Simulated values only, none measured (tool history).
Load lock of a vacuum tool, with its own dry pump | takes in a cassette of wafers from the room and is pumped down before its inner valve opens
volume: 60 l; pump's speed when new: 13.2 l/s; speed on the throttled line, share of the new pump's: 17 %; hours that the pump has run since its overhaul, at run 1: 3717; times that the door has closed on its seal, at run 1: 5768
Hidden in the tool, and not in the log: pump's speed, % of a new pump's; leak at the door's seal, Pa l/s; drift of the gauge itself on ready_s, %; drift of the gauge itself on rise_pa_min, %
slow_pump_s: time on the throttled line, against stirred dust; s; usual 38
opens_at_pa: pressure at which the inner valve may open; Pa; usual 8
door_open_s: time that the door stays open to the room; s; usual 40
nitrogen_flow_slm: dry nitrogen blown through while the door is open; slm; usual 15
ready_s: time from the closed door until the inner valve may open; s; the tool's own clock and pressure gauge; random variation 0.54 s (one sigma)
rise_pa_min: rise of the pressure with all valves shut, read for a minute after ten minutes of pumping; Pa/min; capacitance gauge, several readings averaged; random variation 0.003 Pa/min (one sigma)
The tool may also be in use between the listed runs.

run     day  slow_pump_s  opens_at_pa  door_open_s  nitrogen_flow_slm  hours that the pump has run since its overhaul  times that the door has closed on its seal  incoming humidity of the room's air, %  ready_s  rise_pa_min
  1   0.000           38            8           40                 15                                            3717                                        5768                                    41.8     77.9        0.030
  2   7.462           62            8           40                 15                                            3896                                        5948                                    44.4     97.6        0.028
  3  17.512           38           13           40                 15                                            4137                                        6192                                    47.2     76.2        0.030
  4  26.321           38            8           40                 15                                            4348                                        6405                                    46.5     78.9        0.036
  5  35.208           38            8           40                 15                                            4562                                        6620                                    43.4     79.3        0.031
  6  41.408           38            7           40                 15                                            4710                                        6770                                    51.7     80.5        0.033
  7  48.954           38            7           35                  8                                            4891                                        6952                                    43.6     80.2        0.038
  8  53.588           66            7           88                  6                                            5003                                        7064                                    45.4    103.9        0.051
  9  63.583           54           13          222                  6                                            5243                                        7306                                    45.2     90.4        0.066
 10  71.992           62            8          200                 11                                            5444                                        7510                                    42.8     98.8        0.050
 11  78.083           33            8           29                 11                                            5591                                        7657                                    44.2     76.2        0.036
 12  83.288           45            7          186                  8                                            5715                                        7783                                    44.5     87.1        0.061

4 ways to go on from here, each from the tool as it stands after run 12. What would each give?
  A  90.462           25           14          186                  8                                            5888                                        7957                                    45.3        ?            ?
  B  90.462           38            8          150                 15                                            5888                                        7957                                    44.5        ?            ?
  C  90.462           65            8          186                 20                                            5888                                        7957                                    45.9        ?            ?
  D  90.462           67            8           40                 15                                            5888                                        7957                                    48.2        ?            ?

run  ready_s  rise_pa_min
  A     66.7        0.065
  B     79.1        0.043
  C    102.6        0.045
  D    104.2        0.041
Without the tool's hidden state the same runs would have given:
run  ready_s  rise_pa_min
  A     61.6        0.047
  B     74.0        0.024
  C     98.0        0.026
  D     99.5        0.023
